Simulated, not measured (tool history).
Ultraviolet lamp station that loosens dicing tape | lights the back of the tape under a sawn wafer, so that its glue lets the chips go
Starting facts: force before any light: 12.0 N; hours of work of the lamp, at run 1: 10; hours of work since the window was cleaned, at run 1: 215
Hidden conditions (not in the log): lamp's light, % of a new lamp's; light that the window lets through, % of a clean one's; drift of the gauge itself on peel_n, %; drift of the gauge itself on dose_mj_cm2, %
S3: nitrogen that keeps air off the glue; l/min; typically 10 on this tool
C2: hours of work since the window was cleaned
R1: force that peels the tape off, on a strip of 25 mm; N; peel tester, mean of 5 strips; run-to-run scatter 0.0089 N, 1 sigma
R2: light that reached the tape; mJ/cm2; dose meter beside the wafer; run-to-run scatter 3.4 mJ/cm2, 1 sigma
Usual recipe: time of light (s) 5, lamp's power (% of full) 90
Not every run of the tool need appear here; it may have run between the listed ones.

Run 1, hour 0.0: usual settings; hours of work of the lamp 10; C2 215. Result: R1 0.420 N, R2 511 mJ/cm2.
Run 2, hour 10.5: usual settings but S3 9 l/min; hours of work of the lamp 16; C2 221. Result: R1 0.467 N, R2 508 mJ/cm2.
Run 3, hour 23.4: usual settings but S3 9 l/min; hours of work of the lamp 23; C2 228. Result: R1 0.468 N, R2 514 mJ/cm2.
Run 4, hour 42.2: usual settings but lamp's power (% of full) 65, S3 9 l/min; hours of work of the lamp 33; C2 238. Result: R1 1.003 N, R2 367 mJ/cm2.
Run 5, hour 57.0: usual settings but time of light (s) 3; hours of work of the lamp 42; C2 247. Result: R1 1.458 N, R2 302 mJ/cm2.
Run 6, hour 73.9: usual settings; hours of work of the lamp 51; C2 256. Result: R1 0.467 N, R2 500 mJ/cm2.
Run 7, hour 94.7: usual settings; hours of work of the lamp 63; C2 268. Result: R1 0.461 N, R2 505 mJ/cm2.
Run 8, hour 103.8: usual settings; hours of work of the lamp 68; C2 273. Result: R1 0.457 N, R2 506 mJ/cm2.
Run 9, hour 119.1: usual settings but lamp's power (% of full) 78; hours of work of the lamp 76; C2 281. Result: R1 0.648 N, R2 427 mJ/cm2.
Run 10, hour 132.3: usual settings but time of light (s) 8, lamp's power (% of full) 99, S3 3 l/min; hours of work of the lamp 84; C2 289. Result: R1 0.259 N, R2 875 mJ/cm2.
Run 11, hour 142.4: usual settings but time of light (s) 3, lamp's power (% of full) 78, S3 3 l/min; hours of work of the lamp 89; C2 294. Result: R1 3.201 N, R2 259 mJ/cm2.
Run 12, hour 155.1: usual settings but time of light (s) 3, lamp's power (% of full) 78, S3 3 l/min; hours of work of the lamp 97; C2 301. Result: R1 3.244 N, R2 255 mJ/cm2.
Run 13, hour 171.5: usual settings but lamp's power (% of full) 83; hours of work of the lamp 106; C2 311. Result: R1 0.606 N, R2 460 mJ/cm2.
Run 14, hour 181.4: usual settings but time of light (s) 9, lamp's power (% of full) 61, S3 5 l/min; hours of work of the lamp 111; C2 316. Result: R1 0.444 N, R2 594 mJ/cm2.
Run 15, hour 196.5: usual settings but time of light (s) 2, lamp's power (% of full) 97, S3 6 l/min; hours of work of the lamp 120; C2 325. Result: R1 3.258 N, R2 210 mJ/cm2.

3 options for the next run, each taken on its own from the tool as it stands now. Forecast them:
Run A, hour 213.6: usual settings but time of light (s) 10, lamp's power (% of full) 96, S3 15 l/min; hours of work of the lamp 129; C2 334. Result: R1 ?, R2 ?.
Run B, hour 213.6: usual settings but lamp's power (% of full) 97, S3 9 l/min; hours of work of the lamp 129; C2 334. Result: R1 ?, R2 ?.
Run C, hour 213.6: usual settings but time of light (s) 10, S3 6 l/min; hours of work of the lamp 129; C2 334. Result: R1 ?, R2 ?.

run     R1    R2
  A  0.145  1044
  B  0.422   530
  C  0.163   974
Stripped of hidden state, with their random variation kept, the same runs would have yielded:
run     R1    R2
  A  0.142  1171
  B  0.317   594
  C  0.150  1092
